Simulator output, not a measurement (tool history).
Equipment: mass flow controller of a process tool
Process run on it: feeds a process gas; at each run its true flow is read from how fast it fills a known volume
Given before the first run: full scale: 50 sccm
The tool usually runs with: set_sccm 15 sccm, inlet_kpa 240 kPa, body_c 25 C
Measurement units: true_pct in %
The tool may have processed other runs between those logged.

{"run": 1, "hour": 0.0, "set_sccm": 15, "inlet_kpa": 240, "body_c": 25, "true_pct": 95.82}
{"run": 2, "hour": 279.3, "set_sccm": 14, "inlet_kpa": 240, "body_c": 25, "true_pct": 95.54}
{"run": 3, "hour": 534.3, "set_sccm": 15, "inlet_kpa": 240, "body_c": 25, "true_pct": 95.51}
{"run": 4, "hour": 652.5, "set_sccm": 15, "inlet_kpa": 240, "body_c": 25, "true_pct": 95.59}
{"run": 5, "hour": 930.6, "set_sccm": 15, "inlet_kpa": 240, "body_c": 25, "true_pct": 95.44}
{"run": 6, "hour": 1201.5, "set_sccm": 15, "inlet_kpa": 240, "body_c": 25, "true_pct": 95.48}
{"run": 7, "hour": 1398.5, "set_sccm": 15, "inlet_kpa": 146, "body_c": 25, "true_pct": 95.91}
{"run": 8, "hour": 1567.0, "set_sccm": 15, "inlet_kpa": 240, "body_c": 38, "true_pct": 94.42}
{"run": 9, "hour": 1748.0, "set_sccm": 15, "inlet_kpa": 240, "body_c": 38, "true_pct": 94.28}
{"run": 10, "hour": 1894.6, "set_sccm": 15, "inlet_kpa": 148, "body_c": 38, "true_pct": 94.91}
{"run": 11, "hour": 2140.1, "set_sccm": 15, "inlet_kpa": 148, "body_c": 38, "true_pct": 94.7}
{"run": 12, "hour": 2346.7, "set_sccm": 15, "inlet_kpa": 163, "body_c": 33, "true_pct": 94.91}
{"run": 13, "hour": 2462.1, "set_sccm": 39, "inlet_kpa": 240, "body_c": 25, "true_pct": 97.31}
{"hour": 2482.7, "done": "controller's zero set anew"}
{"run": 14, "hour": 2666.7, "set_sccm": 31, "inlet_kpa": 266, "body_c": 23, "true_pct": 96.2}
{"run": 15, "hour": 2799.8, "set_sccm": 31, "inlet_kpa": 266, "body_c": 23, "true_pct": 96.2}
{"run": 16, "hour": 2929.3, "set_sccm": 31, "inlet_kpa": 266, "body_c": 23, "true_pct": 96.11}
{"hour": 3195.9, "done": "controller's zero set anew, once more"}
{"run": 17, "hour": 3195.9, "set_sccm": 31, "inlet_kpa": 266, "body_c": 23, "true_pct": 97.28}
{"run": 18, "hour": 3410.4, "set_sccm": 31, "inlet_kpa": 266, "body_c": 23, "true_pct": 97.42}
{"run": 19, "hour": 3596.9, "set_sccm": 20, "inlet_kpa": 180, "body_c": 25, "true_pct": 97.09}
{"run": 20, "hour": 3740.3, "set_sccm": 39, "inlet_kpa": 149, "body_c": 27, "true_pct": 98.18}
{"run": 21, "hour": 3981.2, "set_sccm": 39, "inlet_kpa": 149, "body_c": 27, "true_pct": 98.17}

Branching from run 21: 3 alternative next runs. What would each branch give?
{"run": "A", "hour": 4170.5, "set_sccm": 49, "inlet_kpa": 181, "body_c": 25, "true_pct": "?"}
{"run": "B", "hour": 4170.5, "set_sccm": 7, "inlet_kpa": 147, "body_c": 27, "true_pct": "?"}
{"run": "C", "hour": 4170.5, "set_sccm": 30, "inlet_kpa": 232, "body_c": 34, "true_pct": "?"}

run=A true_pct=98.52
run=B true_pct=95.69
run=C true_pct=96.5
Take away the tool's hidden state, keep each run's random variation, and the runs would have read:
run=A true_pct=100.03
run=B true_pct=98.03
run=C true_pct=98.1
